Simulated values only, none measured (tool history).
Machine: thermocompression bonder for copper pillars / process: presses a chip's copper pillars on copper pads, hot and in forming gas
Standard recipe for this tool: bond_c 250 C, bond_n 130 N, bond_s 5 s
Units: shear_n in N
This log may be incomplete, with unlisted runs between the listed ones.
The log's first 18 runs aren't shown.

Run 19, hour 131.7: usual settings. Result: shear_n 45.4 N.
Run 20, hour 137.9: usual settings but bond_n 170 N. Result: shear_n 55.4 N.
Run 21, hour 147.4: usual settings. Result: shear_n 44 N.
Run 22, hour 154: usual settings but bond_c 258 C, bond_s 4 s. Result: shear_n 46.8 N.
At hour 156.1: forming gas filter changed.
Run 23, hour 161.1: usual settings but bond_c 258 C, bond_s 4 s. Result: shear_n 52.2 N.
At hour 163.5: heater calibrated with a thermocouple chip.
Run 24, hour 172.7: usual settings but bond_c 260 C, bond_n 86 N, bond_s 10 s. Result: shear_n 47.1 N.
Run 25, hour 180.4: usual settings but bond_c 267 C, bond_n 106 N, bond_s 10 s. Result: shear_n 61.4 N.
Run 26, hour 189.6: usual settings but bond_n 173 N, bond_s 4 s. Result: shear_n 56 N.
At hour 196.5: heater calibrated with a thermocouple chip, once more.
Run 27, hour 196.9: usual settings but bond_n 173 N, bond_s 4 s. Result: shear_n 62.1 N.
Run 28, hour 203.4: usual settings but bond_n 173 N, bond_s 4 s. Result: shear_n 62.5 N.
Run 29, hour 209.3: usual settings but bond_c 244 C, bond_n 80 N, bond_s 12 s. Result: shear_n 40.5 N.
Run 30, hour 216.9: usual settings but bond_c 244 C, bond_n 80 N, bond_s 12 s. Result: shear_n 41.7 N.
Run 31, hour 225.8: usual settings but bond_n 121 N. Result: shear_n 49.1 N.

Run 32 comes next. What will it give?
Run 32, hour 231.4: usual settings but bond_c 266 C, bond_n 118 N, bond_s 3 s. Result: shear_n ?.

Run 32 came out at shear_n 52.3 N.
Without the tool's hidden state the same run would have given shear_n 54.3 N.
